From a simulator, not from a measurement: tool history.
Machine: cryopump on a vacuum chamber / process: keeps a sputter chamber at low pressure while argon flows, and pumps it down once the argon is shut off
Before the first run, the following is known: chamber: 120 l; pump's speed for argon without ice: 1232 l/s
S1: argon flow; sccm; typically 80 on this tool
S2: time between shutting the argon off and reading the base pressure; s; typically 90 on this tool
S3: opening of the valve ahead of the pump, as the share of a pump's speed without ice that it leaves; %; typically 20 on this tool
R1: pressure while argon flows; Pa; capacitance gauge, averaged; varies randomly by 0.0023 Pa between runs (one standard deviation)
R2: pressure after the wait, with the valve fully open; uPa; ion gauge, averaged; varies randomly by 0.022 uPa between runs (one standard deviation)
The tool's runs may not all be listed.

run	day	S1	S2	S3	R1	R2
1	0	80	90	20	0.5731	1.92
2	0.692	80	90	20	0.5729	1.96
3	1.225	158	90	20	1.134	1.92
4	2.254	158	90	20	1.1361	1.99
5	3.262	80	90	20	0.5765	2.06
6	4.204	80	90	20	0.5764	2.03
7	5.175	80	90	20	0.5813	2.07
8	6.012	80	90	20	0.5801	2.13
9	6.558	80	90	20	0.5806	2.14
10	7.288	80	90	20	0.5775	2.11
11	8.304	80	90	20	0.5857	2.22
12	9.171	80	90	20	0.5876	2.12
13	10.204	80	90	20	0.5876	2.25
14	10.738	36	90	20	0.2656	2.19
15	11.779	80	90	20	0.583	2.26
16	12.471	80	90	20	0.5896	2.33
17	12.946	80	90	20	0.5924	2.24
18	13.725	114	90	20	0.8385	2.32
19	14.671	56	150	46	0.1968	2.23
20	15.279	56	150	46	0.1971	2.2
21	15.912	48	250	16	0.4381	2.11
# day 16.212: pump warmed up, emptied and cooled again
22	16.808	47	90	20	0.3227	1.83
23	17.654	45	90	52	0.1205	1.91
24	18.712	45	90	34	0.1837	1.91
25	19.154	45	90	34	0.1837	1.86
26	20.046	32	90	19	0.2327	1.92
27	20.725	67	183	41	0.2283	1.74
28	21.558	46	74	32	0.2005	2.16
29	22.321	46	74	32	0.2024	2.06
30	23.275	80	90	26	0.4299	2.02
31	24.146	80	90	26	0.4266	2.03
32	25.129	80	90	26	0.4293	2.02
33	25.696	80	90	26	0.4275	2.04
34	26.246	80	90	26	0.4313	2.06

Below are 4 alternative next runs, each starting from the tool's condition after run 34. Predict each:
A	27.1	147	90	20	?	?
B	27.1	60	90	26	?	?
C	27.1	34	27	26	?	?
D	27.1	80	90	16	?	?

run	R1	R2
A	1.0287	2.02
B	0.3246	2.07
C	0.183	3.07
D	0.6958	2.1
Take away the tool's hidden state, keep each run's random variation, and the runs would have read:
run	R1	R2
A	1.01	0.64
B	0.317	0.66
C	0.1787	1.66
D	0.6856	0.68
